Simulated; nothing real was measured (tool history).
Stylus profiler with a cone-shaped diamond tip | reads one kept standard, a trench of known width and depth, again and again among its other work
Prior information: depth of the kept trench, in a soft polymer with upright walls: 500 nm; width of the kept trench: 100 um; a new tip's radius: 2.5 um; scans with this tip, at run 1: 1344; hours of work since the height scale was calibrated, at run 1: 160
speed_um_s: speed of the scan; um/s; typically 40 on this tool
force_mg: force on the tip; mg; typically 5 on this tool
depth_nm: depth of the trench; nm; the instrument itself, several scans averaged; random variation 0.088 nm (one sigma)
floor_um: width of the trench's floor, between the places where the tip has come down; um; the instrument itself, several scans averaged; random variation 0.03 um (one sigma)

run	hour	speed_um_s	force_mg	scans with this tip	hours of work since the height scale was calibrated	depth_nm	floor_um
1	0	40	5	1344	160	505.26	96.74
2	21.9	40	5	1461	174	505.46	96.76
3	72.6	40	5	1731	206	505.15	96.76
4	116.5	40	5	1965	233	505.36	96.75
5	140.3	40	5	2092	249	505.42	96.7
6	165.6	40	8.78	2227	265	507.82	96.81
7	210.9	40	8.78	2468	293	507.84	96.74
8	239.4	40	2.75	2621	311	503.6	96.7
9	268.3	40	5	2775	330	505.35	96.74
10	316.4	40	5	3031	360	505.4	96.71
11	346.3	40	12.41	3191	379	510.14	96.72
12	388.8	40	12.41	3418	406	510.05	96.73
13	413	40	6.66	3546	421	506.65	96.73
14	439	55	6.66	3685	438	506.65	96.7
15	462.9	55	6.66	3813	453	506.61	96.64
16	501.2	55	6.66	4017	477	506.75	96.65
17	544.3	40	5.52	4247	505	505.91	96.62
18	575.8	40	5.52	4415	524	506	96.66
# hour 579.7: height scale calibrated on a step standard
19	625.2	20	5	4676	29	505.81	96.72
20	677.1	40	5	4953	62	505.69	96.6
# hour 702.7: height scale calibrated on a step standard, once more
21	723.1	40	2.7	5195	13	503.49	96.6
22	771.1	40	5	5451	43	505.44	96.66
23	812.8	105	2.42	5674	70	503.41	96.24
24	845.7	79	5	5849	91	505.44	96.47
25	874	158	7.53	6000	109	507.16	96.27
26	917.1	11	3.76	6230	136	504.7	96.68
27	960	64	8.93	6459	163	508.08	96.52
28	982.1	64	8.93	6577	177	508.09	96.49
29	1033.4	40	2.89	6850	210	503.81	96.49
30	1060.6	10	1.78	6996	227	502.93	96.67
31	1105.5	12	13.44	7235	255	510.88	96.7
32	1145.4	53	13.44	7448	280	511	96.51
33	1177.5	23	2.72	7619	301	503.75	96.51
34	1224.8	21	5	7872	331	505.72	96.62
35	1267.4	119	3.16	8099	358	504.37	96.17
36	1296.8	119	3.16	8255	376	504.26	96.13
37	1324.5	18	2.46	8403	394	503.71	96.56
38	1352.6	51	2.56	8553	412	503.99	96.41
39	1389.7	138	2.72	8751	435	503.86	95.99
40	1430.6	138	2.72	8969	461	504.07	96
41	1467.9	138	2.72	9168	485	503.97	96.02
42	1498	138	2.72	9329	504	504.13	95.96
43	1547.2	138	2.72	9591	535	504.05	95.95
44	1590.3	19	8.31	9821	562	508.04	96.54

What if the next run were any one of these 4? Each begins from the tool's condition after run 44:
A	1624.2	129	2.44	10002	584	?	?
B	1624.2	20	8.31	10002	584	?	?
C	1624.2	40	12	10002	584	?	?
D	1624.2	147	10.6	10002	584	?	?

run	depth_nm	floor_um
A	503.96	95.88
B	508.21	96.54
C	510.42	96.43
D	509.48	96.23
Stripped of hidden state, with their random variation kept, the same runs would have yielded:
run	depth_nm	floor_um
A	503.53	96.32
B	507.77	96.98
C	509.98	96.87
D	509.04	96.67
